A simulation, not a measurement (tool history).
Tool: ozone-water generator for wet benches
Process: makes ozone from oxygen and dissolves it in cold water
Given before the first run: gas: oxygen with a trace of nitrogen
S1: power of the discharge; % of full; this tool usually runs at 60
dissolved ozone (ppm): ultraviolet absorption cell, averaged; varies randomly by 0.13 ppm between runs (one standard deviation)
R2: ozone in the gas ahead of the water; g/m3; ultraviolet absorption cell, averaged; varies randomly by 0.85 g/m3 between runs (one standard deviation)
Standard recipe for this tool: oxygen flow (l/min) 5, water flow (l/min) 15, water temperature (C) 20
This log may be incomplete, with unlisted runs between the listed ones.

Run 1, hour 0: usual settings. Result: dissolved ozone (ppm) 12.5, R2 132.5 g/m3.
Run 2, hour 57.3: usual settings. Result: dissolved ozone (ppm) 12.6, R2 132.5 g/m3.
Run 3, hour 85.5: usual settings. Result: dissolved ozone (ppm) 12.5, R2 132.1 g/m3.
Run 4, hour 117.6: usual settings but water flow (l/min) 14. Result: dissolved ozone (ppm) 13.2, R2 133.8 g/m3.
Run 5, hour 168.6: usual settings but S1 86 % of full. Result: dissolved ozone (ppm) 17, R2 182.4 g/m3.
Run 6, hour 225.7: usual settings but S1 86 % of full. Result: dissolved ozone (ppm) 17.2, R2 183.4 g/m3.
Run 7, hour 256.8: usual settings but S1 100 % of full. Result: dissolved ozone (ppm) 19.3, R2 206.4 g/m3.
Run 8, hour 304.2: usual settings but S1 100 % of full. Result: dissolved ozone (ppm) 19.3, R2 206 g/m3.
Run 9, hour 357: usual settings but S1 100 % of full. Result: dissolved ozone (ppm) 19.6, R2 208 g/m3.
Run 10, hour 408.3: usual settings but S1 100 % of full. Result: dissolved ozone (ppm) 19.4, R2 206.5 g/m3.
Run 11, hour 435.2: usual settings. Result: dissolved ozone (ppm) 12.6, R2 134 g/m3.
Run 12, hour 466: usual settings but S1 97 % of full. Result: dissolved ozone (ppm) 19.2, R2 200.1 g/m3.
Run 13, hour 528.9: usual settings but S1 97 % of full. Result: dissolved ozone (ppm) 19, R2 200.1 g/m3.
Run 14, hour 572.3: usual settings but S1 97 % of full. Result: dissolved ozone (ppm) 19, R2 199.2 g/m3.
Run 15, hour 627.6: usual settings but S1 58 % of full. Result: dissolved ozone (ppm) 11.9, R2 128 g/m3.
Run 16, hour 658.3: usual settings but oxygen flow (l/min) 6.58. Result: dissolved ozone (ppm) 13.1, R2 120.8 g/m3.
Run 17, hour 683.6: usual settings. Result: dissolved ozone (ppm) 12.5, R2 132.7 g/m3.
Run 18, hour 725.8: usual settings. Result: dissolved ozone (ppm) 12.4, R2 131.6 g/m3.
Run 19, hour 766.8: usual settings. Result: dissolved ozone (ppm) 12.3, R2 130.8 g/m3.
Run 20, hour 825.4: usual settings. Result: dissolved ozone (ppm) 12.5, R2 130.7 g/m3.
Run 21, hour 861.8: usual settings but oxygen flow (l/min) 7.16, water flow (l/min) 19. Result: dissolved ozone (ppm) 11.2, R2 117.4 g/m3.
Run 22, hour 908.6: usual settings but oxygen flow (l/min) 4.56, water flow (l/min) 16. Result: dissolved ozone (ppm) 11.6, R2 136.3 g/m3.
Run 23, hour 956.9: usual settings but oxygen flow (l/min) 3.79. Result: dissolved ozone (ppm) 11.7, R2 143.5 g/m3.
Run 24, hour 988: usual settings but S1 92 % of full, oxygen flow (l/min) 6.08, water temperature (C) 24. Result: dissolved ozone (ppm) 16.9, R2 177.2 g/m3.
Run 25, hour 1023.5: usual settings but oxygen flow (l/min) 3.37, water flow (l/min) 18. Result: dissolved ozone (ppm) 9.8, R2 149 g/m3.
Run 26, hour 1077.4: usual settings but oxygen flow (l/min) 3.37, water flow (l/min) 18. Result: dissolved ozone (ppm) 9.8, R2 150.3 g/m3.
Run 27, hour 1125.9: usual settings but oxygen flow (l/min) 3.37. Result: dissolved ozone (ppm) 11.3, R2 148.2 g/m3.
Run 28, hour 1173.3: usual settings but water flow (l/min) 14. Result: dissolved ozone (ppm) 13, R2 131.3 g/m3.
Run 29, hour 1218.7: usual settings but S1 81 % of full, oxygen flow (l/min) 4.57, water temperature (C) 13. Result: dissolved ozone (ppm) 17.4, R2 173.5 g/m3.
Run 30, hour 1276.2: usual settings but S1 81 % of full, oxygen flow (l/min) 3.55, water temperature (C) 13. Result: dissolved ozone (ppm) 16.3, R2 189.2 g/m3.
Run 31, hour 1303.7: usual settings but S1 62 % of full, oxygen flow (l/min) 6.42, water temperature (C) 26. Result: dissolved ozone (ppm) 11.5, R2 124.8 g/m3.
Run 32, hour 1363.1: usual settings but S1 46 % of full, oxygen flow (l/min) 4.92, water temperature (C) 25. Result: dissolved ozone (ppm) 9, R2 104.7 g/m3.
Run 33, hour 1422.2: usual settings but S1 46 % of full, oxygen flow (l/min) 4.92, water temperature (C) 25. Result: dissolved ozone (ppm) 9, R2 105.1 g/m3.

Here are 4 independent what-if runs from the current tool condition. What would each one return?
Run A, hour 1469.5: usual settings but water flow (l/min) 18. Result: dissolved ozone (ppm) ?, R2 ?.
Run B, hour 1469.5: usual settings but S1 70 % of full, oxygen flow (l/min) 4.92, water temperature (C) 25. Result: dissolved ozone (ppm) ?, R2 ?.
Run C, hour 1469.5: usual settings but oxygen flow (l/min) 4.08, water flow (l/min) 16, water temperature (C) 18. Result: dissolved ozone (ppm) ?, R2 ?.
Run D, hour 1469.5: usual settings but S1 66 % of full, water temperature (C) 19. Result: dissolved ozone (ppm) ?, R2 ?.

run  dissolved ozone (ppm)     R2
  A                   10.6  131.9
  B                   12.6  150.3
  C                   11.6  139.2
  D                   13.6  142.1
Stripped of hidden state, with their random variation kept, the same runs would have yielded:
run  dissolved ozone (ppm)     R2
  A                   11.4  138.9
  B                   13.7  159.6
  C                   12.4  146.6
  D                   14.7  150.4

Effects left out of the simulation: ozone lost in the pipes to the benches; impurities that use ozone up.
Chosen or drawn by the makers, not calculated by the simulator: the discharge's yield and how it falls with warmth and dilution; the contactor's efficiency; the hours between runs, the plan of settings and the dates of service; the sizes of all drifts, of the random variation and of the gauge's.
